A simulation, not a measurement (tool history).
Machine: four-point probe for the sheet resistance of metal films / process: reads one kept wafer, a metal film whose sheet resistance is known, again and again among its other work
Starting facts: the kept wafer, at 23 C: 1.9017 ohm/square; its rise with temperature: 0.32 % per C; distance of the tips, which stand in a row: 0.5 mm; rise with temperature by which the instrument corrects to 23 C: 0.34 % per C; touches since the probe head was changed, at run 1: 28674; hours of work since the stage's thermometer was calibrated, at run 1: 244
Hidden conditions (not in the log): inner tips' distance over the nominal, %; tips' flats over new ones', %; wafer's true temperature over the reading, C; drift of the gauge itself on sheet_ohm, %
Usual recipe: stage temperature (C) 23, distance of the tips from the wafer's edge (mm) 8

run	hour	stage temperature (C)	distance of the tips from the wafer's edge (mm)	touches since the probe head was changed	hours of work since the stage's thermometer was calibrated	sheet resistance as the instrument gives it (ohm/square)
1	0.0	23	8	28674	244	1.902560
2	14.3	23	8	29095	253	1.901596
3	26.5	23	8	29456	260	1.902179
4	45.9	23	8	30031	272	1.902195
5	61.0	23	8	30477	281	1.901907
6	73.4	23	8	30844	289	1.901682
7	99.0	23	8	31600	304	1.900949
8	118.5	23	32	32177	316	1.897737
9	139.4	23	8	32796	329	1.900756
10	163.1	23	8	33495	344	1.900934
11	176.1	23	8	33881	352	1.900353
12	200.1	28	5	34589	366	1.904647
13	223.5	30	17	35281	381	1.894177
14	236.4	29	48	35664	389	1.893213
15	249.4	29	48	36046	397	1.893538
# hour 251.0: stage's thermometer calibrated
16	268.6	29	48	36598	11	1.893313
17	290.4	29	48	37243	24	1.893313
18	306.4	28	7	37716	34	1.898732
# hour 314.5: stage's thermometer calibrated, once more
19	323.8	28	7	38216	6	1.898436
20	346.2	20	8	38879	19	1.900150
21	360.5	25	10	39301	28	1.896927
22	378.8	19	5	39843	39	1.905686

Branching from run 22: 5 alternative next runs. What would each branch give?
A	396.3	32	72	40360	50	?
B	396.3	25	23	40360	50	?
C	396.3	19	10	40360	50	?
D	396.3	23	9	40360	50	?
E	396.3	20	46	40360	50	?

run	sheet resistance as the instrument gives it (ohm/square)
A	1.890963
B	1.893997
C	1.898727
D	1.897104
E	1.895442
Without the tool's hidden state the same runs would have given:
run	sheet resistance as the instrument gives it (ohm/square)
A	1.898393
B	1.901441
C	1.906191
D	1.904560
E	1.902893

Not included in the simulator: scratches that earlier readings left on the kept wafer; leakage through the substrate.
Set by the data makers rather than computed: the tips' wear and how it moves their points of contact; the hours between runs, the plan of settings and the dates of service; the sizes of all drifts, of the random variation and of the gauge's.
